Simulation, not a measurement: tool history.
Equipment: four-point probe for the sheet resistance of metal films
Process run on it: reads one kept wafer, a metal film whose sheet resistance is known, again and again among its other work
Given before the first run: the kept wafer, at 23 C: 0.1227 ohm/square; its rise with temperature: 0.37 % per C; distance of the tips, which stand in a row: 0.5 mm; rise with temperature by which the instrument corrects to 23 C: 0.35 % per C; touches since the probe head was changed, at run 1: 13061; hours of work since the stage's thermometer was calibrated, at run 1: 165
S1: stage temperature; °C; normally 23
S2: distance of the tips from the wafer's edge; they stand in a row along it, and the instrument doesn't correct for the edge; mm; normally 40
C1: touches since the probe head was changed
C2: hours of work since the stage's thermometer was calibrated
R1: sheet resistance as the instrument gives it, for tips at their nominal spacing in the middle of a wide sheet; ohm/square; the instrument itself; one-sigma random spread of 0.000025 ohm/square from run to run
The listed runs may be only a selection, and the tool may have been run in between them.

| run | day | S1 | S2 | C1 | C2 | R1 |
|---|---|---|---|---|---|---|
| 1 | 0.000 | 23 | 40 | 13061 | 165 | 0.122292 |
| 2 | 1.529 | 20 | 40 | 13991 | 184 | 0.122205 |
| 3 | 2.208 | 20 | 40 | 14403 | 193 | 0.122223 |
| 4 | 3.196 | 20 | 40 | 15004 | 206 | 0.122222 |
| 5 | 4.575 | 23 | 40 | 15844 | 223 | 0.122322 |
| 6 | 5.583 | 23 | 44 | 16458 | 236 | 0.122337 |
| 7 | 6.812 | 34 | 40 | 17204 | 252 | 0.122515 |
| 8 | 8.121 | 23 | 40 | 18000 | 268 | 0.122353 |
| 9 | 9.300 | 23 | 40 | 18718 | 283 | 0.122286 |
| 10 | 10.796 | 23 | 40 | 19627 | 302 | 0.122313 |
| 11 | 12.158 | 23 | 40 | 20456 | 320 | 0.122355 |
| 12 | 12.850 | 23 | 40 | 20877 | 329 | 0.122382 |
| 13 | 13.808 | 23 | 40 | 21459 | 341 | 0.122330 |
| 14 | 15.346 | 23 | 40 | 22394 | 360 | 0.122379 |
| 15 | 16.896 | 23 | 40 | 23338 | 380 | 0.122354 |
| 16 | 18.133 | 29 | 40 | 24088 | 396 | 0.122501 |
| 17 | 19.212 | 29 | 40 | 24746 | 410 | 0.122495 |
| 18 | 20.200 | 20 | 14 | 25347 | 422 | 0.122426 |
| 19 | 20.896 | 30 | 50 | 25768 | 431 | 0.122501 |
| 20 | 21.679 | 30 | 50 | 26246 | 441 | 0.122535 |
| 21 | 23.083 | 29 | 7 | 27100 | 459 | 0.122820 |
| 22 | 24.658 | 31 | 8 | 28057 | 479 | 0.122804 |
| 23 | 25.712 | 29 | 28 | 28699 | 492 | 0.122528 |
| 24 | 26.621 | 29 | 28 | 29251 | 504 | 0.122513 |
| 25 | 27.804 | 29 | 28 | 29970 | 519 | 0.122593 |
| 26 | 29.112 | 23 | 4 | 30766 | 536 | 0.123402 |
| 27 | 30.162 | 27 | 5 | 31405 | 549 | 0.123193 |
| 28 | 31.625 | 19 | 27 | 32294 | 568 | 0.122346 |
| 29 | 33.217 | 19 | 27 | 33263 | 588 | 0.122345 |
| 30 | 33.912 | 19 | 27 | 33686 | 597 | 0.122368 |
| 31 | 35.492 | 19 | 20 | 34645 | 617 | 0.122362 |
| 32 | 36.946 | 19 | 20 | 35531 | 635 | 0.122390 |
| 33 | 37.842 | 19 | 20 | 36076 | 647 | 0.122396 |

Difference, measured minus no-hidden-state, one row per run. Run-to-run variation is common to both terms; the gauge's own scatter need not be:
Hidden state present: inner tips' distance over the nominal, %; tips' flats over new ones', %; wafer's true temperature over the reading, C; drift of the gauge itself on sheet_ohm, %.
| run | R1 |
|---|---|
| 1 | -0.000449 |
| 2 | -0.000440 |
| 3 | -0.000437 |
| 4 | -0.000432 |
| 5 | -0.000425 |
| 6 | -0.000419 |
| 7 | -0.000415 |
| 8 | -0.000406 |
| 9 | -0.000401 |
| 10 | -0.000392 |
| 11 | -0.000385 |
| 12 | -0.000381 |
| 13 | -0.000376 |
| 14 | -0.000368 |
| 15 | -0.000360 |
| 16 | -0.000354 |
| 17 | -0.000349 |
| 18 | -0.000343 |
| 19 | -0.000341 |
| 20 | -0.000337 |
| 21 | -0.000330 |
| 22 | -0.000322 |
| 23 | -0.000315 |
| 24 | -0.000311 |
| 25 | -0.000306 |
| 26 | -0.000299 |
| 27 | -0.000294 |
| 28 | -0.000284 |
| 29 | -0.000275 |
| 30 | -0.000273 |
| 31 | -0.000264 |
| 32 | -0.000257 |
| 33 | -0.000252 |
